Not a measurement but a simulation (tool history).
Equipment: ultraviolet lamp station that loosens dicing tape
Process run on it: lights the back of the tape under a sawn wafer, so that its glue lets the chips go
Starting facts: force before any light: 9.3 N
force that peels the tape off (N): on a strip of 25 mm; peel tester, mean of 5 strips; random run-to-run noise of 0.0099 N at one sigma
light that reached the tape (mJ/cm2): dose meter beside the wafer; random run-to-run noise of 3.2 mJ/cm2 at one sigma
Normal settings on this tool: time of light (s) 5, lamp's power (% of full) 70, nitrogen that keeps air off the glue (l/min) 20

run    hour  time of light (s)  lamp's power (% of full)  nitrogen that keeps air off the glue (l/min)  force that peels the tape off (N)  light that reached the tape (mJ/cm2)
  1       0                  5                        70                                            20                              0.599                                   426
  2    22.9                  5                        70                                            20                              0.598                                   420
  3    58.6                  5                        70                                            20                                0.6                                   414
  4    94.8                  5                        70                                            20                              0.643                                   412
  5   113.5                  5                        70                                            20                              0.633                                   413
  6     136                  9                        70                                            20                              0.157                                   740
  7     174                  9                        70                                            20                               0.15                                   737
  8   197.8                  9                        70                                            20                              0.165                                   727
  9   226.1                  9                        70                                            20                              0.166                                   729
 10   255.2                  9                        70                                            20                              0.164                                   725
 11     275                  9                        70                                            20                              0.163                                   723
 12   307.9                  5                        70                                            20                              0.699                                   397
 13   334.6                  5                        70                                            20                              0.531                                   433
 14   354.9                  5                        70                                            24                              0.487                                   436
 15   376.8                  5                        70                                            24                              0.498                                   431
 16   395.1                  5                        70                                            24                              0.495                                   428
 17   429.3                  5                        70                                            24                              0.504                                   425
 18   450.2                  5                        70                                            24                              0.506                                   422
 19   482.4                  5                        70                                            20                               0.58                                   425
 20   514.3                  5                        70                                            20                              0.605                                   419
 21   547.3                  5                        70                                            20                              0.644                                   417
 22   586.5                  5                        70                                            20                               0.62                                   415
 23   610.4                  8                        70                                             9                              0.489                                   653
 24   647.6                  5                        63                                            32                              0.563                                   365
 25   667.2                  3                        63                                            32                              1.646                                   221
 26   689.2                  8                        98                                             9                              0.207                                   907
 27   709.8                 10                        90                                            33                              0.106                                  1024
 28   736.4                  4                        67                                            32                              0.826                                   306
 29   770.4                  4                        67                                            32                              0.869                                   300
 30   801.6                  2                        70                                            21                              3.209                                   156
 31     818                  9                        75                                             8                              0.366                                   756
 32   842.4                  6                        70                                            10                              0.913                                   469
 33   877.3                  5                        67                                             9                              1.661                                   369
 34   911.5                  5                        61                                             9                              1.908                                   330
 35   940.4                  2                        75                                            19                              3.161                                   164
 36   975.2                  6                        77                                             8                              1.015                                   505
 37    1006                  6                        77                                             8                              1.059                                   496
 38  1028.7                  6                        82                                             9                              0.817                                   514
 39  1047.3                  6                        82                                             9                              0.811                                   521
 40  1083.6                  5                        70                                            11                              1.375                                   366
 41  1105.4                  5                        70                                             6                               2.15                                   360
 42  1140.4                  5                        70                                             6                              2.141                                   362
 43  1163.3                  6                        81                                             6                               1.28                                   503

Taken out of this log: 1 entry between the listed runs. Where each belongs, and how the hidden state differs across it:
In the gap between runs 12 and 13: window cleaned of glue's vapour (hour 330.3)
  lamp's light, % of a new lamp's: 90.5 -> 90.2; light that the window lets through, % of a clean one's: 89.7 -> 99.6
  measured minus no-state result, force that peels the tape off (N): +0.283 -> +0.124; light that reached the tape (mJ/cm2): -91 -> -49
